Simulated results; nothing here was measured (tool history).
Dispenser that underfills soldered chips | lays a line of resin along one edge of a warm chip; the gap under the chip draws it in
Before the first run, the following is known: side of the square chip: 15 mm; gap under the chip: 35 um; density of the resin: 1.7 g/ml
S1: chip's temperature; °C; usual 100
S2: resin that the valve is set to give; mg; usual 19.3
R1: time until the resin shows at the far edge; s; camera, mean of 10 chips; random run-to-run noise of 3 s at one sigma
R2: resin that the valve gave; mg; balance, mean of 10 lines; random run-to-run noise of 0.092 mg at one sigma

{"run": 1, "day": 0.0, "S1": 100, "S2": 19.3, "R1": 416.1, "R2": 19.37}
{"day": 0.133, "done": "new syringe of resin"}
{"run": 2, "day": 0.183, "S1": 100, "S2": 19.3, "R1": 315.4, "R2": 19.41}
{"run": 3, "day": 0.442, "S1": 94, "S2": 19.3, "R1": 492.9, "R2": 19.36}
{"day": 0.729, "done": "new syringe of resin"}
{"run": 4, "day": 0.729, "S1": 94, "S2": 19.3, "R1": 403.0, "R2": 19.17}
{"run": 5, "day": 1.021, "S1": 94, "S2": 19.3, "R1": 490.1, "R2": 19.2}
{"day": 1.321, "done": "new syringe of resin"}
{"run": 6, "day": 1.35, "S1": 94, "S2": 19.3, "R1": 421.5, "R2": 18.86}
{"run": 7, "day": 1.579, "S1": 94, "S2": 19.3, "R1": 487.9, "R2": 19.05}
{"run": 8, "day": 1.879, "S1": 94, "S2": 19.3, "R1": 599.4, "R2": 19.01}
{"day": 1.929, "done": "new syringe of resin"}
{"run": 9, "day": 2.079, "S1": 94, "S2": 19.3, "R1": 441.0, "R2": 18.9}
{"run": 10, "day": 2.488, "S1": 100, "S2": 17.4, "R1": 453.9, "R2": 16.89}
{"day": 2.538, "done": "new syringe of resin"}
{"run": 11, "day": 2.842, "S1": 113, "S2": 19.3, "R1": 211.4, "R2": 18.67}
{"run": 12, "day": 3.067, "S1": 113, "S2": 19.3, "R1": 247.6, "R2": 18.68}
{"day": 3.146, "done": "new syringe of resin"}
{"run": 13, "day": 3.508, "S1": 88, "S2": 19.3, "R1": 689.1, "R2": 18.63}
{"day": 3.754, "done": "new syringe of resin"}
{"run": 14, "day": 3.829, "S1": 88, "S2": 19.3, "R1": 574.8, "R2": 18.58}
{"run": 15, "day": 4.158, "S1": 100, "S2": 19.3, "R1": 412.7, "R2": 18.53}
{"day": 4.354, "done": "new syringe of resin"}
{"run": 16, "day": 4.354, "S1": 100, "S2": 19.3, "R1": 311.4, "R2": 18.63}
{"run": 17, "day": 4.617, "S1": 100, "S2": 19.3, "R1": 372.4, "R2": 18.42}
{"run": 18, "day": 4.925, "S1": 107, "S2": 22.2, "R1": 319.4, "R2": 21.15}
{"day": 4.962, "done": "new syringe of resin"}
{"run": 19, "day": 5.288, "S1": 100, "S2": 17.2, "R1": 410.7, "R2": 16.43}
{"day": 5.554, "done": "new syringe of resin"}
{"run": 20, "day": 5.646, "S1": 100, "S2": 17.2, "R1": 346.4, "R2": 16.36}
{"day": 5.746, "done": "dispensing valve cleaned and set on the balance"}
{"run": 21, "day": 5.958, "S1": 100, "S2": 17.2, "R1": 406.0, "R2": 17.19}
{"day": 6.188, "done": "new syringe of resin"}
{"run": 22, "day": 6.271, "S1": 112, "S2": 20.8, "R1": 193.0, "R2": 20.73}
{"run": 23, "day": 6.638, "S1": 112, "S2": 20.8, "R1": 244.0, "R2": 20.57}
{"day": 6.792, "done": "new syringe of resin"}
{"run": 24, "day": 6.867, "S1": 112, "S2": 20.8, "R1": 191.3, "R2": 20.52}
{"run": 25, "day": 7.133, "S1": 87, "S2": 20.2, "R1": 708.1, "R2": 19.97}
{"day": 7.392, "done": "new syringe of resin"}
{"run": 26, "day": 7.554, "S1": 87, "S2": 20.2, "R1": 642.7, "R2": 19.91}
{"run": 27, "day": 7.792, "S1": 112, "S2": 20.6, "R1": 241.7, "R2": 20.25}
{"day": 8.004, "done": "new syringe of resin"}
{"run": 28, "day": 8.221, "S1": 94, "S2": 18.8, "R1": 480.8, "R2": 18.48}
{"day": 8.596, "done": "new syringe of resin"}
{"run": 29, "day": 8.596, "S1": 88, "S2": 23.5, "R1": 538.7, "R2": 22.86}
{"run": 30, "day": 8.904, "S1": 92, "S2": 20.2, "R1": 560.4, "R2": 19.42}
{"day": 9.2, "done": "new syringe of resin"}
{"run": 31, "day": 9.329, "S1": 92, "S2": 19.1, "R1": 501.1, "R2": 18.45}
{"run": 32, "day": 9.729, "S1": 105, "S2": 18.4, "R1": 369.3, "R2": 17.65}
{"day": 9.792, "done": "new syringe of resin"}
{"run": 33, "day": 9.954, "S1": 105, "S2": 18.4, "R1": 285.8, "R2": 17.69}

Run 34 is up next; what results do you expect?
{"run": 34, "day": 10.3, "S1": 105, "S2": 18.4, "R1": "?", "R2": "?"}

Run 34 produced R1 359.0 s, R2 17.68 mg.
Had the tool carried no hidden state, the very same run would have given R1 242.0 s, R2 18.48 mg.
